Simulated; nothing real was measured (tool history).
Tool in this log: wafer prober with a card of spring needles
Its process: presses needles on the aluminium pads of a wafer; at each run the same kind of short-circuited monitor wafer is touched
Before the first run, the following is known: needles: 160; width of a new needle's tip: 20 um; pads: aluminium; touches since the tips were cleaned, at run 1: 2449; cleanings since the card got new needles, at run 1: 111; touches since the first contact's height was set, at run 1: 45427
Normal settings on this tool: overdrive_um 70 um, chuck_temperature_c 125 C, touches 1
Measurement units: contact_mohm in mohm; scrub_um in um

run   hour  overdrive_um  chuck_temperature_c  touches  touches since the tips were cleaned  cleanings since the card got new needles  touches since the first contact's height was set  contact_mohm  scrub_um
  1      0            70                  125        1                                 2449                                       111                                             45427           162     17.89
       4.8  -- tips cleaned on abrasive film
      17.5  -- tips cleaned on abrasive film
      27.8  -- tips cleaned on abrasive film
  2   31.7            70                  125        1                                 1433                                       114                                             56988           159     17.88
      39.4  -- tips cleaned on abrasive film
        52  -- tips cleaned on abrasive film
      64.6  -- tips cleaned on abrasive film
  3   74.2            70                  125        1                                 3549                                       117                                             72576           167     17.73
      76.9  -- tips cleaned on abrasive film
      87.1  -- tips cleaned on abrasive film
      99.9  -- tips cleaned on abrasive film
  4  101.3            70                   61        1                                  525                                       120                                             82444           148     17.62
     111.5  -- tips cleaned on abrasive film
     121.7  -- tips cleaned on abrasive film
     127.1  -- height of the first contact set anew
     134.8  -- tips cleaned on abrasive film
     147.1  -- tips cleaned on abrasive film
  5  151.2            70                  125        1                                 1527                                       124                                              8816           157     18.18
     158.9  -- tips cleaned on abrasive film
     169.2  -- tips cleaned on abrasive film
     181.7  -- tips cleaned on abrasive film
  6  184.9            70                  125        1                                 1186                                       127                                             21122           157     18.12
     192.6  -- tips cleaned on abrasive film
       205  -- tips cleaned on abrasive film
  7  214.9            70                  125        1                                 3649                                       129                                             32096           167     18.08
     217.5  -- tips cleaned on abrasive film
     227.7  -- tips cleaned on abrasive film
     240.5  -- tips cleaned on abrasive film
  8  250.3            70                  125        1                                 3620                                       132                                             45059           168     17.93
     252.7  -- tips cleaned on abrasive film
     265.4  -- tips cleaned on abrasive film
  9  273.8            70                  125        1                                 3126                                       134                                             53657           167     17.87
     276.5  -- tips cleaned on abrasive film
     286.7  -- tips cleaned on abrasive film
     299.5  -- tips cleaned on abrasive film
       312  -- tips cleaned on abrasive film
     322.4  -- tips cleaned on abrasive film
 10  322.4            70                  125        1                                    0                                       139                                             71370           152     17.75
     332.6  -- tips cleaned on abrasive film
       344  -- tips cleaned on abrasive film
 11    344            70                  125        2                                    0                                       141                                             79256           153     17.69
     356.3  -- tips cleaned on abrasive film
     368.5  -- tips cleaned on abrasive film
     378.9  -- height of the first contact set anew
     381.5  -- tips cleaned on abrasive film
 12  385.6            70                  125        2                                 1515                                       144                                              2449           155     18.15
     393.3  -- tips cleaned on abrasive film
     406.1  -- tips cleaned on abrasive film
     418.5  -- tips cleaned on abrasive film
     428.8  -- tips cleaned on abrasive film
 13    429            70                  125        2                                   75                                       148                                             18287           154     18.05
     439.2  -- tips cleaned on abrasive film
     451.9  -- tips cleaned on abrasive film
     464.7  -- tips cleaned on abrasive film
 14  468.3            70                  125        1                                 1352                                       151                                             32681           161     17.97
     475.3  -- tips cleaned on abrasive film
     485.6  -- tips cleaned on abrasive film
     498.3  -- tips cleaned on abrasive film
     510.4  -- tips cleaned on abrasive film
 15  510.4            70                  125        1                                    0                                       155                                             48031           151     17.84
     523.1  -- tips cleaned on abrasive film
     535.4  -- tips cleaned on abrasive film
 16  535.4            70                  125        1                                    0                                       157                                             57196           153      17.8
       548  -- tips cleaned on abrasive film
     560.8  -- tips cleaned on abrasive film
     572.3  -- tips cleaned on abrasive film
 17  572.3            70                  123        1                                    0                                       160                                             70694           154     17.68
     585.1  -- tips cleaned on abrasive film
 18  594.1            90                   57        1                                 3308                                       161                                             78671           147     22.89
     596.7  -- tips cleaned on abrasive film
     609.5  -- tips cleaned on abrasive film
     622.2  -- tips cleaned on abrasive film
     630.1  -- height of the first contact set anew
     632.8  -- tips cleaned on abrasive film
     644.9  -- tips cleaned on abrasive film
 19  644.9            90                   57        1                                    0                                       166                                              5364           139     23.36
     657.4  -- tips cleaned on abrasive film
     670.2  -- tips cleaned on abrasive film
 20  670.8            90                   57        1                                  225                                       168                                             14858           137     23.32
     680.8  -- tips cleaned on abrasive film
     693.6  -- tips cleaned on abrasive film
     706.2  -- tips cleaned on abrasive film
     717.8  -- tips cleaned on abrasive film
 21  717.8            90                   57        1                                    0                                       172                                             32042           140     23.24
     730.6  -- tips cleaned on abrasive film
     742.8  -- tips cleaned on abrasive film
 22  742.8            90                   57        1                                   23                                       174                                             41187           138     23.14
     755.5  -- tips cleaned on abrasive film
 23  764.8            90                   57        1                                 3446                                       175                                             49265           153      23.1
     767.5  -- tips cleaned on abrasive film
     780.1  -- tips cleaned on abrasive film
     792.5  -- tips cleaned on abrasive film
     805.2  -- tips cleaned on abrasive film
 24  810.5            90                   57        1                                 1953                                       179                                             65941           149     23.02
     815.6  -- tips cleaned on abrasive film
     828.3  -- tips cleaned on abrasive film
       841  -- tips cleaned on abrasive film
     853.3  -- tips cleaned on abrasive film
 25  853.3            90                   48        2                                    0                                       183                                             81570           138     22.91
       866  -- tips cleaned on abrasive film
     878.7  -- tips cleaned on abrasive film
     881.5  -- height of the first contact set anew
 26    886            69                  125        1                                 2578                                       185                                              1644           165     18.01
     891.1  -- tips cleaned on abrasive film
     903.6  -- tips cleaned on abrasive film
 27  913.4            80                  125        1                                 3610                                       187                                             11684           164      20.7

Some steps in contact_mohm between neighbouring runs. How much of each would the tool show without its hidden state too (settings, what came in, random variation), and how much is left for the hidden state, with any gauge scatter that isn't in both results?
Hidden state present: debris on the tips, nm; way that the needles fall short of the set height, um; tips' diameter, um; drift of the gauge itself on contact_mohm, %; drift of the gauge itself on scrub_um, %.
Run 3 -> 4: chuck_temperature_c 125 -> 61, tips cleaned on abrasive film, tips cleaned on abrasive film, tips cleaned on abrasive film. contact_mohm -19 mohm: hidden state -10, all else -9.
Run 9 -> 10: tips cleaned on abrasive film, tips cleaned on abrasive film, tips cleaned on abrasive film, tips cleaned on abrasive film, tips cleaned on abrasive film. contact_mohm -15 mohm: hidden state -14, all else -1.
Run 25 -> 26: overdrive_um 90 -> 69, chuck_temperature_c 48 -> 125, touches 2 -> 1, tips cleaned on abrasive film, tips cleaned on abrasive film, height of the first contact set anew. contact_mohm +27 mohm: hidden state +14, all else +13.
